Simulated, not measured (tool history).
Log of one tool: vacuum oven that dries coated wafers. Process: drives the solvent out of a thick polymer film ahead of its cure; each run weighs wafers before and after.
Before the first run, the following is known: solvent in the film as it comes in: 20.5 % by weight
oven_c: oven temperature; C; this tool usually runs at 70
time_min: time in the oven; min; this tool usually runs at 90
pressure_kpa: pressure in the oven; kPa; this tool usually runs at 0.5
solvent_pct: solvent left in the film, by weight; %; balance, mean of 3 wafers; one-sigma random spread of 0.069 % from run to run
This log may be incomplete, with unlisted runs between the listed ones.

run	hour	oven_c	time_min	pressure_kpa	solvent_pct
1	0	70	90	0.5	4.48
2	10.7	70	90	0.5	4.32
3	21.7	70	90	0.5	4.6
4	28.8	70	90	0.5	4.58
5	34.2	64	90	0.5	6.5
6	46.1	70	90	0.311	4.28
7	52	70	90	0.311	4.33
8	62.1	70	90	0.311	4.37
9	72.3	70	90	0.311	4.41
10	83.5	70	90	0.311	4.25
11	89.2	70	90	1.054	4.74
12	100.7	70	73	0.5	5.63
13	110	70	73	0.5	5.66
14	117.9	70	73	0.5	5.57
15	129.1	70	73	0.5	5.72
16	137.2	70	90	1.287	4.74
17	144	55	85	0.611	9.79
18	154	55	85	0.611	9.7
19	159.3	55	48	0.611	12.58
20	168.2	55	53	0.611	12.09
21	179.9	55	53	0.611	11.86
22	185.7	55	53	0.611	11.82
23	197.6	55	53	0.611	11.96
24	207	84	125	0.856	0.5
25	217.1	79	77	0.72	2.74
26	222.8	78	159	0.5	0.69
27	234.6	78	159	1.028	0.86
28	240.5	78	159	1.028	0.89
29	250.3	64	69	0.34	7.7
30	260.1	64	69	0.34	7.79
31	267.9	61	101	0.34	6.66

Here are 5 independent what-if runs from the current tool condition. What would each one return?
A	274.1	80	90	0.729	?
B	274.1	57	81	0.94	?
C	274.1	61	69	0.34	?
D	274.1	61	125	0.867	?
E	274.1	61	48	0.343	?

run	solvent_pct
A	1.86
B	9.46
C	8.98
D	5.66
E	10.77
With the hidden condition removed and each run's random variation left untouched, the same runs would have given:
run	solvent_pct
A	2.05
B	9.76
C	9.3
D	5.99
E	11.04

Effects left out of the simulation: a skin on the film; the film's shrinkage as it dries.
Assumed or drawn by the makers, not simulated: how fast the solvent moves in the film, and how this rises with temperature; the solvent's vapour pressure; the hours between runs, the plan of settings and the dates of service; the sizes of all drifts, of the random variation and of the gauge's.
